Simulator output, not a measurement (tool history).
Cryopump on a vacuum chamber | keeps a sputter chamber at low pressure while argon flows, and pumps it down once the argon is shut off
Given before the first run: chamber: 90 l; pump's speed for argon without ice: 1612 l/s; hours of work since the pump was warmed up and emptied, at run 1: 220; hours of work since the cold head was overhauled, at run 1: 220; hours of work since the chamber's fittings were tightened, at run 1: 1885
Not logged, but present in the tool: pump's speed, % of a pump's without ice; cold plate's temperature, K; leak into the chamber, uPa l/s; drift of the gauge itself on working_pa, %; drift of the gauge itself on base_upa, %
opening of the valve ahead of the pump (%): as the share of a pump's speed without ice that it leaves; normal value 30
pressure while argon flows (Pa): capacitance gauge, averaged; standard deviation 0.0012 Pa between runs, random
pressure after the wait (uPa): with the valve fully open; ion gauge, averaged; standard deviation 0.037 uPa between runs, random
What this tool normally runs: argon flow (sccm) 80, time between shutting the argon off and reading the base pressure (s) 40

run	hour	argon flow (sccm)	time between shutting the argon off and reading the base pressure (s)	opening of the valve ahead of the pump (%)	hours of work since the pump was warmed up and emptied	hours of work since the cold head was overhauled	hours of work since the chamber's fittings were tightened	pressure while argon flows (Pa)	pressure after the wait (uPa)
1	0.0	80	40	30	220	220	1885	0.2886	2.50
# hour 94.0: leaking fittings of the chamber tightened, without venting
2	110.3	80	40	54	278	278	9	0.1626	2.19
3	238.5	80	40	54	346	346	77	0.1653	2.26
4	335.5	114	40	30	398	398	129	0.4150	2.26
5	447.9	114	40	30	458	458	189	0.4163	2.21
6	559.5	114	40	30	518	518	249	0.4217	2.29
7	660.7	114	40	30	572	572	303	0.4238	2.26
8	724.2	114	40	30	606	606	337	0.4259	2.18
9	834.6	114	40	30	665	665	396	0.4265	2.34
10	957.4	114	21	30	731	731	462	0.4364	4.02
11	1079.7	114	21	30	797	797	527	0.4391	4.13
12	1148.1	114	21	30	833	833	564	0.4406	4.16

Run 13 comes next. What will it give?
13	1273.5	114	21	30	900	900	631	?	?

pressure while argon flows (Pa): 0.4417
pressure after the wait (uPa): 4.22
Minus the tool's unlogged condition, the same run would have read pressure while argon flows (Pa) 0.3958, pressure after the wait (uPa) 3.89.
